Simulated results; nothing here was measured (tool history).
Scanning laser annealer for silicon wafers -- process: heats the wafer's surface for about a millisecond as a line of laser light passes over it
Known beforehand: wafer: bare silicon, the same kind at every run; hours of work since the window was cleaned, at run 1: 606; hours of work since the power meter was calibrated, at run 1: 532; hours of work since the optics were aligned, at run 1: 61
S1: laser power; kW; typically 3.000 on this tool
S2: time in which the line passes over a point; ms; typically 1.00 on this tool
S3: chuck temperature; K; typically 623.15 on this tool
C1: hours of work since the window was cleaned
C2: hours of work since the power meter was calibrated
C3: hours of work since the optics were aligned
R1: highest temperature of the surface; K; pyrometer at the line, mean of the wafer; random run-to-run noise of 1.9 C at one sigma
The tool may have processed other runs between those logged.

{"run": 1, "hour": 0.0, "S1": 3.0, "S2": 1.0, "S3": 623.15, "C1": 606, "C2": 532, "C3": 61, "R1": 1410.15}
{"run": 2, "hour": 43.2, "S1": 3.0, "S2": 1.0, "S3": 623.15, "C1": 630, "C2": 556, "C3": 85, "R1": 1409.15}
{"run": 3, "hour": 89.2, "S1": 3.0, "S2": 1.0, "S3": 623.15, "C1": 656, "C2": 583, "C3": 111, "R1": 1408.15}
{"run": 4, "hour": 124.3, "S1": 2.974, "S2": 1.0, "S3": 623.15, "C1": 676, "C2": 603, "C3": 131, "R1": 1398.15}
{"run": 5, "hour": 161.3, "S1": 3.0, "S2": 1.0, "S3": 623.15, "C1": 697, "C2": 624, "C3": 152, "R1": 1407.15}
{"run": 6, "hour": 214.7, "S1": 3.0, "S2": 1.0, "S3": 623.15, "C1": 728, "C2": 654, "C3": 183, "R1": 1403.15}
{"run": 7, "hour": 254.2, "S1": 3.0, "S2": 1.0, "S3": 623.15, "C1": 750, "C2": 676, "C3": 205, "R1": 1403.15}
{"run": 8, "hour": 300.6, "S1": 3.0, "S2": 1.0, "S3": 623.15, "C1": 777, "C2": 703, "C3": 232, "R1": 1401.15}
{"run": 9, "hour": 347.2, "S1": 3.0, "S2": 1.0, "S3": 623.15, "C1": 803, "C2": 729, "C3": 258, "R1": 1401.15}
{"run": 10, "hour": 384.1, "S1": 3.013, "S2": 1.0, "S3": 623.15, "C1": 824, "C2": 750, "C3": 279, "R1": 1400.15}
{"run": 11, "hour": 440.7, "S1": 3.013, "S2": 1.0, "S3": 623.15, "C1": 856, "C2": 782, "C3": 311, "R1": 1400.15}
{"run": 12, "hour": 488.6, "S1": 3.071, "S2": 1.0, "S3": 623.15, "C1": 883, "C2": 810, "C3": 338, "R1": 1414.15}
{"run": 13, "hour": 513.3, "S1": 2.735, "S2": 1.0, "S3": 651.15, "C1": 897, "C2": 824, "C3": 352, "R1": 1359.15}
{"run": 14, "hour": 542.3, "S1": 2.988, "S2": 1.08, "S3": 651.15, "C1": 914, "C2": 840, "C3": 369, "R1": 1448.15}
{"run": 15, "hour": 575.8, "S1": 3.236, "S2": 0.81, "S3": 645.15, "C1": 933, "C2": 859, "C3": 388, "R1": 1392.15}
{"run": 16, "hour": 621.1, "S1": 2.728, "S2": 1.0, "S3": 616.15, "C1": 959, "C2": 885, "C3": 414, "R1": 1320.15}
{"hour": 635.3, "done": "window over the wafer cleaned"}
{"run": 17, "hour": 678.6, "S1": 2.728, "S2": 1.0, "S3": 616.15, "C1": 25, "C2": 916, "C3": 445, "R1": 1355.15}
{"run": 18, "hour": 733.6, "S1": 2.728, "S2": 1.0, "S3": 616.15, "C1": 56, "C2": 948, "C3": 477, "R1": 1350.15}
{"run": 19, "hour": 773.3, "S1": 2.728, "S2": 1.0, "S3": 616.15, "C1": 78, "C2": 970, "C3": 499, "R1": 1348.15}
{"run": 20, "hour": 813.8, "S1": 2.728, "S2": 1.0, "S3": 616.15, "C1": 101, "C2": 993, "C3": 522, "R1": 1350.15}
{"run": 21, "hour": 861.3, "S1": 3.0, "S2": 1.12, "S3": 613.15, "C1": 128, "C2": 1020, "C3": 549, "R1": 1456.15}
{"run": 22, "hour": 915.6, "S1": 3.254, "S2": 1.12, "S3": 613.15, "C1": 159, "C2": 1051, "C3": 580, "R1": 1521.15}
{"run": 23, "hour": 955.3, "S1": 3.254, "S2": 1.12, "S3": 613.15, "C1": 182, "C2": 1074, "C3": 603, "R1": 1518.15}
{"run": 24, "hour": 991.0, "S1": 3.254, "S2": 1.12, "S3": 613.15, "C1": 202, "C2": 1094, "C3": 623, "R1": 1519.15}

Measured result minus the same run's result without the hidden state. Both carry the same run-to-run variation, though not necessarily the same gauge scatter:
The hidden state here: light that passes the window, % of a clean one's; laser's true power over the reading, %; width of the line over the set one, %; drift of the gauge itself on peak_c, C.
run=1 R1=-27.00
run=2 R1=-28.00
run=3 R1=-30.00
run=4 R1=-30.00
run=5 R1=-31.00
run=6 R1=-33.00
run=7 R1=-34.00
run=8 R1=-36.00
run=9 R1=-37.00
run=10 R1=-38.00
run=11 R1=-39.00
run=12 R1=-41.00
run=13 R1=-38.00
run=14 R1=-43.00
run=15 R1=-42.00
run=16 R1=-40.00
run=17 R1=-8.00
run=18 R1=-10.00
run=19 R1=-11.00
run=20 R1=-12.00
run=21 R1=-16.00
run=22 R1=-18.00
run=23 R1=-19.00
run=24 R1=-21.00
